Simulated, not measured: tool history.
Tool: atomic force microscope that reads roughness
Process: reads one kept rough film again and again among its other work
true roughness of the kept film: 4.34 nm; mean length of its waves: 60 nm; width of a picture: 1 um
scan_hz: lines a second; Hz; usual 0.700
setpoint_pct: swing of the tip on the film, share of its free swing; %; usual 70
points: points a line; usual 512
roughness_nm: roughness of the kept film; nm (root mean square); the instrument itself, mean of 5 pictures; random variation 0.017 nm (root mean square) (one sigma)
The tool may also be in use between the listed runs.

run 1 hour=0.0 | scan_hz=0.700 setpoint_pct=70 points=512 | roughness_nm=4.121
run 2 hour=13.9 | scan_hz=0.700 setpoint_pct=70 points=512 | roughness_nm=4.109
run 3 hour=31.2 | scan_hz=0.700 setpoint_pct=62 points=512 | roughness_nm=4.093
run 4 hour=42.5 | scan_hz=0.700 setpoint_pct=62 points=512 | roughness_nm=4.105
run 5 hour=57.2 | scan_hz=0.700 setpoint_pct=62 points=512 | roughness_nm=4.051
run 6 hour=82.3 | scan_hz=0.700 setpoint_pct=62 points=512 | roughness_nm=3.988
-- hour=88.0 new tip fitted
run 7 hour=107.5 | scan_hz=0.700 setpoint_pct=70 points=512 | roughness_nm=4.086
run 8 hour=129.4 | scan_hz=0.700 setpoint_pct=70 points=762 | roughness_nm=4.037
run 9 hour=151.0 | scan_hz=0.700 setpoint_pct=70 points=512 | roughness_nm=3.992
run 10 hour=167.6 | scan_hz=0.700 setpoint_pct=70 points=512 | roughness_nm=3.960
-- hour=174.8 new tip fitted
run 11 hour=185.8 | scan_hz=0.700 setpoint_pct=59 points=512 | roughness_nm=4.162
run 12 hour=196.2 | scan_hz=1.457 setpoint_pct=64 points=512 | roughness_nm=4.050
run 13 hour=210.1 | scan_hz=1.457 setpoint_pct=59 points=512 | roughness_nm=4.033
run 14 hour=221.3 | scan_hz=0.573 setpoint_pct=86 points=320 | roughness_nm=3.922
run 15 hour=233.2 | scan_hz=0.573 setpoint_pct=86 points=320 | roughness_nm=3.901
run 16 hour=245.5 | scan_hz=3.413 setpoint_pct=80 points=939 | roughness_nm=3.383
-- hour=261.2 new tip fitted
run 17 hour=264.7 | scan_hz=0.546 setpoint_pct=85 points=656 | roughness_nm=4.046
run 18 hour=289.4 | scan_hz=1.226 setpoint_pct=57 points=819 | roughness_nm=4.088
run 19 hour=304.4 | scan_hz=1.226 setpoint_pct=62 points=558 | roughness_nm=4.019
run 20 hour=327.2 | scan_hz=2.909 setpoint_pct=67 points=293 | roughness_nm=3.765
run 21 hour=338.4 | scan_hz=0.961 setpoint_pct=69 points=261 | roughness_nm=3.958

3 ways to go on from here, each from the tool as it stands after run 21. What would each give?
-- hour=347.4 new tip fitted
run A hour=363.5 | scan_hz=0.700 setpoint_pct=63 points=512 | roughness_nm=?
-- hour=347.4 new tip fitted
run B hour=363.5 | scan_hz=1.737 setpoint_pct=70 points=696 | roughness_nm=?
-- hour=347.4 new tip fitted
run C hour=363.5 | scan_hz=2.602 setpoint_pct=57 points=282 | roughness_nm=?

run=A roughness_nm=4.148
run=B roughness_nm=3.926
run=C roughness_nm=4.015
Without the tool's hidden state the same runs would have given:
run=A roughness_nm=4.186
run=B roughness_nm=3.963
run=C roughness_nm=4.052

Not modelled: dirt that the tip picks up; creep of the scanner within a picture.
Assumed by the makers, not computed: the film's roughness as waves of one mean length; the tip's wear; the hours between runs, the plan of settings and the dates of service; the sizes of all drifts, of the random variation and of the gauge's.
